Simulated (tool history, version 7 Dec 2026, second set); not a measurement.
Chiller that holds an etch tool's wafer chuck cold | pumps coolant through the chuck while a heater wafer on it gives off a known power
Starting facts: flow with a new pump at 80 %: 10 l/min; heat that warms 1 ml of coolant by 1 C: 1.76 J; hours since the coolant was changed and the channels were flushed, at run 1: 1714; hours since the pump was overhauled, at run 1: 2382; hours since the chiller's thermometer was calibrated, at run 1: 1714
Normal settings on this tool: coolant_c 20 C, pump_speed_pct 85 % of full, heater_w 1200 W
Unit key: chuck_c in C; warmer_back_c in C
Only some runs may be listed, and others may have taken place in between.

run   hour  coolant_c  pump_speed_pct  heater_w  hours since the coolant was changed and the channels were flushed  hours since the pump was overhauled  hours since the chiller's thermometer was calibrated  chuck_c  warmer_back_c
  1      0         20              85      1200                                                               1714                                 2382                                                  1714     27.6            3.9
  2  106.1         20              85      1200                                                               1821                                 2488                                                  1821     27.6           3.93
  3    198         20              85      1200                                                               1912                                 2580                                                  1912     27.6           3.89
  4  310.3         20              85      1200                                                               2025                                 2692                                                  2025     27.8            3.9
  5  398.5         20              85      1200                                                               2113                                 2781                                                  2113     27.6           3.87
  6  483.8         20              85      1200                                                               2198                                 2866                                                  2198     27.7           3.92
       490  -- chiller's thermometer calibrated
  7  545.5         20              97       816                                                               2259                                 2927                                                    55     24.4           2.24
  8  627.4         17              74      1200                                                               2341                                 3008                                                   137     25.5           4.68
  9  729.1         16              88       894                                                               2443                                 3110                                                   239     21.3           2.86
     804.4  -- chiller's thermometer calibrated, once more
 10  809.6         16              88       894                                                               2522                                 3190                                                     5     21.9           2.79
 11  899.5         16              88       894                                                               2612                                 3280                                                    95     21.9            2.8

Predict each of these 5 candidate next runs independently; none follows another, all start after run 11:
  A  994.1         23              61       894                                                               2707                                 3374                                                   190        ?              ?
  B  994.1         17              85       628                                                               2707                                 3374                                                   190        ?              ?
  C  994.1         16              81      1507                                                               2707                                 3374                                                   190        ?              ?
  D  994.1         20              71      1200                                                               2707                                 3374                                                   190        ?              ?
  E  994.1         15              96       894                                                               2707                                 3374                                                   190        ?              ?

run  chuck_c  warmer_back_c
  A       31            4.3
  B     21.3           2.04
  C     26.7           5.32
  D     29.5            4.9
  E     20.3           2.52
Without the tool's unlogged condition, the same runs would have read:
run  chuck_c  warmer_back_c
  A     30.4           4.16
  B       21           1.97
  C     25.8           5.15
  D     28.7           4.75
  E     19.9           2.44

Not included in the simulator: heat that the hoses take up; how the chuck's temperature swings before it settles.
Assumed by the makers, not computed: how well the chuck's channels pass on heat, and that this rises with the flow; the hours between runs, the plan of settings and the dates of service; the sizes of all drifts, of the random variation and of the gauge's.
